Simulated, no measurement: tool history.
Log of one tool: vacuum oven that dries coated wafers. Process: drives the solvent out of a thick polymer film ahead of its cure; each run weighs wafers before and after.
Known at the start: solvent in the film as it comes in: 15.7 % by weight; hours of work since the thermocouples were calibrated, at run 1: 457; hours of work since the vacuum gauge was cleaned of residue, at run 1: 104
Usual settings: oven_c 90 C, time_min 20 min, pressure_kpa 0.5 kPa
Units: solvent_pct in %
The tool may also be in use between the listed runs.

run    hour  oven_c  time_min  pressure_kpa  hours of work since the thermocouples were calibrated  hours of work since the vacuum gauge was cleaned of residue  solvent_pct
  1       0      90        20           0.5                                                    457                                                          104        0.923
  2    31.3      90        20          0.58                                                    473                                                          119        0.933
  3    68.6     102        20           0.5                                                    492                                                          138        0.171
  4     109     102        20           0.5                                                    512                                                          159        0.178
  5   130.4     102        20           0.5                                                    523                                                          170        0.179
  6   173.1     102        20           0.5                                                    545                                                          191        0.178
  7   217.7     102        20           0.5                                                    567                                                          214        0.175
  8   242.7     100        20           0.5                                                    580                                                          226        0.239
  9     276     100        20           0.5                                                    597                                                          243        0.231
 10   303.7     100        20           0.5                                                    611                                                          257        0.231
 11   323.7      90        20         1.291                                                    621                                                          267        1.103
 12     366      90        20         1.291                                                    642                                                          288        1.099
 13   407.3      90        20           0.5                                                    663                                                          309        0.951
 14   443.3      90        20           0.5                                                    681                                                          327        0.958
      468.6  -- oven's thermocouples calibrated
 15   468.6      90        20           0.5                                                      0                                                          339        0.972
 16   499.9      90        20           0.5                                                     16                                                          355        0.964
 17   527.1      90        20           0.5                                                     30                                                          369        0.978
 18   570.5      90        20           0.5                                                     51                                                          391        0.961
 19   617.2      90        20           0.5                                                     75                                                          414        0.979
 20   637.9      90        31           0.5                                                     85                                                          425        0.315
 21   682.9      90        20           0.5                                                    108                                                          447        0.998
 22   705.3      90        20           0.5                                                    120                                                          459        0.984
 23   734.9      90        20           0.5                                                    134                                                          474        0.992
      739.9  -- oven's thermocouples calibrated, once more
 24   757.8      90        20           0.5                                                      9                                                          484        0.984
 25   784.9      90        15         0.414                                                     23                                                          498        1.778
 26   810.6      90        15         0.414                                                     36                                                          511        1.794
 27     858      90        15         0.414                                                     60                                                          535          1.8
 28   885.1      98        26         0.305                                                     73                                                          548        0.146
 29   920.1      98        26         0.305                                                     91                                                          566        0.151
 30   959.4      92        20           0.5                                                    111                                                          586        0.773
 31   996.4      76        28         0.408                                                    129                                                          605         2.22
 32  1029.4     105        20           0.5                                                    146                                                          621         0.13
 33  1057.9     105        20           0.5                                                    161                                                          636        0.135
 34  1102.8      87        13         0.739                                                    183                                                          658        3.021
 35  1144.3      87        13         0.739                                                    204                                                          679        3.026
 36    1187      87        13         0.739                                                    226                                                          701        3.016
 37  1217.6      87        13         0.739                                                    241                                                          716        3.032
 38  1264.9      87        13         0.739                                                    265                                                          740        3.031
 39  1297.5      85        11           0.5                                                    281                                                          757        4.205
 40  1316.9      85        11           0.5                                                    291                                                          766        4.205
 41  1362.6      85        11           0.5                                                    314                                                          789        4.203
 42  1382.8      85        25         1.604                                                    325                                                          800        1.395
 43  1412.8      87        32         0.548                                                    340                                                          815        0.518
 44  1439.6      76        15         1.137                                                    353                                                          828         5.16
 45  1471.9      91        20         1.137                                                    370                                                          845        1.037
 46  1513.7     101        24         1.137                                                    391                                                          866        0.246
 47  1543.9     101        15         0.629                                                    406                                                          881        0.562

How the hidden state differs across the entries between the runs, from the last listed run before each to the first after it:
Between runs 14 and 15: oven's thermocouples calibrated (hour 468.6)
  true wafer temperature over the reading, C: -0.14 -> -0.26; true pressure over the reading, kPa: 0.094 -> 0.097
  measured less the result without the state, solvent_pct: +0.035 -> +0.048 %
Between runs 23 and 24: oven's thermocouples calibrated, once more (hour 739.9)
  true wafer temperature over the reading, C: -0.4 -> -0.27; true pressure over the reading, kPa: 0.131 -> 0.134
  measured less the result without the state, solvent_pct: +0.072 -> +0.058 %
